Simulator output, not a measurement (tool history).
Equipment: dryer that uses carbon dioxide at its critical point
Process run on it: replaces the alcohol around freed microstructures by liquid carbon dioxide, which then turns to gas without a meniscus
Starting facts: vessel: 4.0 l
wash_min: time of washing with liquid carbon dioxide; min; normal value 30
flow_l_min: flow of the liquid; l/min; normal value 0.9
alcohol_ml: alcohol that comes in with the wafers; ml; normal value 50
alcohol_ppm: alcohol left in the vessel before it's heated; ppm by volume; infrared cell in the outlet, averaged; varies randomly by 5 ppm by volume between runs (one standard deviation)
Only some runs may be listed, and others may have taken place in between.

run 1 hour=0 | wash_min=30 flow_l_min=0.9 alcohol_ml=50 | alcohol_ppm=104
run 2 hour=7.8 | wash_min=30 flow_l_min=0.9 alcohol_ml=50 | alcohol_ppm=80
run 3 hour=18.5 | wash_min=30 flow_l_min=0.9 alcohol_ml=50 | alcohol_ppm=103
run 4 hour=30 | wash_min=20 flow_l_min=0.9 alcohol_ml=50 | alcohol_ppm=297
run 5 hour=44.7 | wash_min=20 flow_l_min=0.9 alcohol_ml=50 | alcohol_ppm=287
run 6 hour=53.2 | wash_min=20 flow_l_min=0.9 alcohol_ml=50 | alcohol_ppm=294
run 7 hour=60.1 | wash_min=20 flow_l_min=0.9 alcohol_ml=50 | alcohol_ppm=299
run 8 hour=67.5 | wash_min=20 flow_l_min=0.9 alcohol_ml=50 | alcohol_ppm=310
run 9 hour=75.8 | wash_min=20 flow_l_min=0.9 alcohol_ml=50 | alcohol_ppm=313
run 10 hour=83.7 | wash_min=30 flow_l_min=0.852 alcohol_ml=50 | alcohol_ppm=125
run 11 hour=97.7 | wash_min=30 flow_l_min=0.852 alcohol_ml=50 | alcohol_ppm=134
run 12 hour=109.2 | wash_min=30 flow_l_min=0.852 alcohol_ml=50 | alcohol_ppm=120
run 13 hour=123.9 | wash_min=30 flow_l_min=0.643 alcohol_ml=39 | alcohol_ppm=217
run 14 hour=135.4 | wash_min=30 flow_l_min=0.643 alcohol_ml=39 | alcohol_ppm=223
run 15 hour=143.1 | wash_min=31 flow_l_min=0.583 alcohol_ml=51 | alcohol_ppm=321
run 16 hour=154.3 | wash_min=31 flow_l_min=0.583 alcohol_ml=51 | alcohol_ppm=339
run 17 hour=161.4 | wash_min=31 flow_l_min=0.582 alcohol_ml=51 | alcohol_ppm=336
run 18 hour=173.6 | wash_min=23 flow_l_min=1.089 alcohol_ml=31 | alcohol_ppm=132
run 19 hour=187.1 | wash_min=19 flow_l_min=1.253 alcohol_ml=111 | alcohol_ppm=289
run 20 hour=195.4 | wash_min=30 flow_l_min=0.8 alcohol_ml=50 | alcohol_ppm=173
run 21 hour=208.5 | wash_min=42 flow_l_min=0.879 alcohol_ml=28 | alcohol_ppm=112
run 22 hour=225.3 | wash_min=42 flow_l_min=0.879 alcohol_ml=28 | alcohol_ppm=105
run 23 hour=232.9 | wash_min=42 flow_l_min=0.879 alcohol_ml=28 | alcohol_ppm=100

Same runs, no hidden state in the tool, same run-to-run variation:
The hidden state here: flow that reaches the vessel past the clogged filter, %; alcohol in the recycled carbon dioxide, ppm; drift of the gauge itself on alcohol_ppm, %.
run=1 alcohol_ppm=41
run=2 alcohol_ppm=19
run=3 alcohol_ppm=39
run=4 alcohol_ppm=201
run=5 alcohol_ppm=191
run=6 alcohol_ppm=191
run=7 alcohol_ppm=190
run=8 alcohol_ppm=197
run=9 alcohol_ppm=198
run=10 alcohol_ppm=43
run=11 alcohol_ppm=50
run=12 alcohol_ppm=30
run=13 alcohol_ppm=106
run=14 alcohol_ppm=106
run=15 alcohol_ppm=178
run=16 alcohol_ppm=185
run=17 alcohol_ppm=180
run=18 alcohol_ppm=35
run=19 alcohol_ppm=133
run=20 alcohol_ppm=57
run=21 alcohol_ppm=20
run=22 alcohol_ppm=11
run=23 alcohol_ppm=4

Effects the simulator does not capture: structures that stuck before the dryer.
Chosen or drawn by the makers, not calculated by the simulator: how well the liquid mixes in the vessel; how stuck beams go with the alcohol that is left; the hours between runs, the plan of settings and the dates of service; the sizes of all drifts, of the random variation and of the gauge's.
